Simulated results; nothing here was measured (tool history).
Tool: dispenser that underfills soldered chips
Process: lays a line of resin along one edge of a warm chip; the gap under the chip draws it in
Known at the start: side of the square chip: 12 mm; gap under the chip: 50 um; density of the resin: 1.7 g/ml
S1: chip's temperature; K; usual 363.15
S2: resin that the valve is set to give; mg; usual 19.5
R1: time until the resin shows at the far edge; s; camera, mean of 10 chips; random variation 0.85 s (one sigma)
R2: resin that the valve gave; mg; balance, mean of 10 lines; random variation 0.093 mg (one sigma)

run 1 hour=0.0 | S1=363.15 S2=19.5 | R1=92.5 R2=18.67
-- hour=1.8 new syringe of resin
run 2 hour=5.7 | S1=363.15 S2=19.5 | R1=82.7 R2=18.67
-- hour=10.3 new syringe of resin
run 3 hour=14.4 | S1=363.15 S2=19.5 | R1=83.6 R2=18.69
-- hour=18.7 new syringe of resin
run 4 hour=23.6 | S1=363.15 S2=19.5 | R1=85.1 R2=18.78
-- hour=26.7 new syringe of resin
run 5 hour=33.2 | S1=363.15 S2=19.5 | R1=90.8 R2=18.47
-- hour=35.1 new syringe of resin
-- hour=42.9 dispensing valve cleaned and set on the balance
run 6 hour=42.9 | S1=363.15 S2=19.5 | R1=89.9 R2=19.54
-- hour=44.8 new syringe of resin
run 7 hour=48.4 | S1=363.15 S2=19.5 | R1=81.4 R2=19.37
-- hour=53.3 new syringe of resin
run 8 hour=58.2 | S1=363.15 S2=21.2 | R1=85.5 R2=21.21
-- hour=61.9 new syringe of resin
run 9 hour=63.7 | S1=363.15 S2=22.7 | R1=75.9 R2=22.79
-- hour=70.0 new syringe of resin
run 10 hour=70.1 | S1=363.15 S2=22.7 | R1=72.8 R2=22.48
-- hour=78.6 new syringe of resin
run 11 hour=80.9 | S1=363.15 S2=22.7 | R1=78.4 R2=22.57
-- hour=86.8 new syringe of resin
run 12 hour=86.8 | S1=363.15 S2=21.0 | R1=72.9 R2=20.71
-- hour=95.2 new syringe of resin
run 13 hour=95.8 | S1=363.15 S2=21.0 | R1=72.5 R2=20.90
run 14 hour=102.1 | S1=363.15 S2=21.0 | R1=90.1 R2=20.69
-- hour=103.2 new syringe of resin
-- hour=111.5 new syringe of resin
run 15 hour=113.1 | S1=363.15 S2=21.0 | R1=76.4 R2=20.91
-- hour=119.9 new syringe of resin
run 16 hour=123.3 | S1=363.15 S2=17.1 | R1=82.0 R2=16.82
-- hour=128.3 new syringe of resin
run 17 hour=133.5 | S1=350.15 S2=19.5 | R1=151.2 R2=19.12
-- hour=136.5 new syringe of resin
run 18 hour=141.8 | S1=350.15 S2=19.5 | R1=154.0 R2=19.04
-- hour=144.8 new syringe of resin
run 19 hour=151.7 | S1=366.15 S2=24.6 | R1=79.7 R2=23.83
-- hour=153.5 new syringe of resin
-- hour=161.6 new syringe of resin
run 20 hour=162.1 | S1=366.15 S2=24.6 | R1=63.2 R2=23.78
-- hour=169.7 new syringe of resin
run 21 hour=169.9 | S1=360.15 S2=24.4 | R1=81.4 R2=23.50
-- hour=178.1 new syringe of resin
run 22 hour=178.8 | S1=353.15 S2=21.5 | R1=112.6 R2=20.65
-- hour=186.5 new syringe of resin
run 23 hour=189.6 | S1=353.15 S2=21.5 | R1=120.4 R2=20.76
-- hour=194.6 new syringe of resin
run 24 hour=194.7 | S1=357.15 S2=17.0 | R1=96.7 R2=16.34
run 25 hour=201.4 | S1=357.15 S2=17.0 | R1=118.7 R2=16.37
-- hour=203.0 new syringe of resin
run 26 hour=207.6 | S1=351.15 S2=23.4 | R1=136.6 R2=22.31
-- hour=211.6 new syringe of resin
-- hour=217.3 dispensing valve cleaned and set on the balance
run 27 hour=218.0 | S1=356.15 S2=17.7 | R1=114.7 R2=17.51
-- hour=220.7 new syringe of resin
-- hour=229.5 new syringe of resin
run 28 hour=229.9 | S1=351.15 S2=20.3 | R1=121.6 R2=20.28
run 29 hour=236.9 | S1=351.15 S2=20.3 | R1=149.2 R2=20.13
-- hour=238.1 new syringe of resin
run 30 hour=245.2 | S1=352.15 S2=17.9 | R1=147.0 R2=17.58
-- hour=246.1 new syringe of resin
run 31 hour=253.0 | S1=359.15 S2=23.8 | R1=105.6 R2=23.43
-- hour=254.2 new syringe of resin
run 32 hour=258.3 | S1=363.15 S2=23.4 | R1=81.2 R2=23.06
-- hour=262.5 new syringe of resin
run 33 hour=263.5 | S1=371.15 S2=19.5 | R1=53.5 R2=19.12

Forecast each of these 5 alternatives for the next run:
-- hour=270.6 new syringe of resin
run A hour=271.5 | S1=364.15 S2=24.1 | R1=? R2=?
-- hour=270.6 new syringe of resin
run B hour=271.5 | S1=352.15 S2=18.7 | R1=? R2=?
-- hour=270.6 new syringe of resin
run C hour=271.5 | S1=371.15 S2=20.2 | R1=? R2=?
-- hour=270.6 new syringe of resin
run D hour=271.5 | S1=363.15 S2=18.6 | R1=? R2=?
-- hour=270.6 new syringe of resin
run E hour=271.5 | S1=365.15 S2=18.4 | R1=? R2=?

run=A R1=70.9 R2=23.64
run=B R1=119.0 R2=18.42
run=C R1=52.9 R2=19.83
run=D R1=74.4 R2=18.41
run=E R1=69.8 R2=17.97
Without the tool's hidden state the same runs would have given:
run=A R1=75.9 R2=24.05
run=B R1=128.1 R2=18.74
run=C R1=56.4 R2=20.18
run=D R1=79.6 R2=18.73
run=E R1=74.5 R2=18.29
